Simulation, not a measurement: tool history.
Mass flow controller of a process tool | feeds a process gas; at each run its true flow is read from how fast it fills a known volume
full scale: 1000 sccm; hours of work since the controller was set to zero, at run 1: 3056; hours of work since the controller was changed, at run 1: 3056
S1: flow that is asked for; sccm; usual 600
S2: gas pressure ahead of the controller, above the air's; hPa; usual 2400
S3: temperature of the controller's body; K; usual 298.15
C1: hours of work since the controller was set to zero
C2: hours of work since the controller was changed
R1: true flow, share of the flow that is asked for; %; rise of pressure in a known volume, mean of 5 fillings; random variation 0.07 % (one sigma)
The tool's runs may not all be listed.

Run 1, day 0.000: usual settings; C1 3056; C2 3056. Result: R1 99.84 %.
Run 2, day 3.767: usual settings; C1 3102; C2 3102. Result: R1 99.83 %.
Run 3, day 8.238: usual settings; C1 3157; C2 3157. Result: R1 99.68 %.
Run 4, day 15.175: usual settings; C1 3242; C2 3242. Result: R1 99.77 %.
Run 5, day 18.942: usual settings but S1 171 sccm; C1 3288; C2 3288. Result: R1 98.31 %.
Run 6, day 26.046: usual settings but S1 171 sccm; C1 3376; C2 3376. Result: R1 98.31 %.
Run 7, day 31.512: usual settings but S1 204 sccm; C1 3443; C2 3443. Result: R1 98.61 %.
Run 8, day 38.542: usual settings but S1 204 sccm; C1 3529; C2 3529. Result: R1 98.60 %.
Run 9, day 43.588: usual settings but S1 204 sccm; C1 3591; C2 3591. Result: R1 98.69 %.
Run 10, day 48.462: usual settings but S1 204 sccm, S2 1430 hPa, S3 300.15 K; C1 3651; C2 3651. Result: R1 99.11 %.
Run 11, day 51.546: usual settings but S1 170 sccm, S2 1500 hPa, S3 296.15 K; C1 3689; C2 3689. Result: R1 99.19 %.
Run 12, day 57.500: usual settings but S2 2760 hPa, S3 294.15 K; C1 3762; C2 3762. Result: R1 100.03 %.
Run 13, day 60.829: usual settings but S1 174 sccm, S3 308.15 K; C1 3803; C2 3803. Result: R1 97.11 %.
Run 14, day 65.588: usual settings but S1 303 sccm, S3 303.15 K; C1 3861; C2 3861. Result: R1 98.46 %.
Run 15, day 71.650: usual settings but S1 225 sccm, S2 1810 hPa, S3 302.15 K; C1 3936; C2 3936. Result: R1 98.72 %.
Run 16, day 75.138: usual settings but S1 373 sccm, S2 2660 hPa, S3 302.15 K; C1 3979; C2 3979. Result: R1 98.70 %.
Run 17, day 78.962: usual settings but S1 373 sccm, S2 2660 hPa, S3 302.15 K; C1 4026; C2 4026. Result: R1 98.56 %.
Run 18, day 83.958: usual settings but S1 373 sccm, S2 2660 hPa, S3 302.15 K; C1 4087; C2 4087. Result: R1 98.57 %.

Forecast each of these 3 alternatives for the next run:
Run A, day 88.596: usual settings but S1 292 sccm, S2 2000 hPa, S3 312.15 K; C1 4144; C2 4144. Result: R1 ?.
Run B, day 88.596: usual settings but S1 373 sccm, S2 2570 hPa, S3 302.15 K; C1 4144; C2 4144. Result: R1 ?.
Run C, day 88.596: usual settings but S2 1450 hPa, S3 310.15 K; C1 4144; C2 4144. Result: R1 ?.

run     R1
  A  97.95
  B  98.64
  C  99.19
Without the tool's hidden state the same runs would have given:
run     R1
  A  97.63
  B  98.12
  C  98.41

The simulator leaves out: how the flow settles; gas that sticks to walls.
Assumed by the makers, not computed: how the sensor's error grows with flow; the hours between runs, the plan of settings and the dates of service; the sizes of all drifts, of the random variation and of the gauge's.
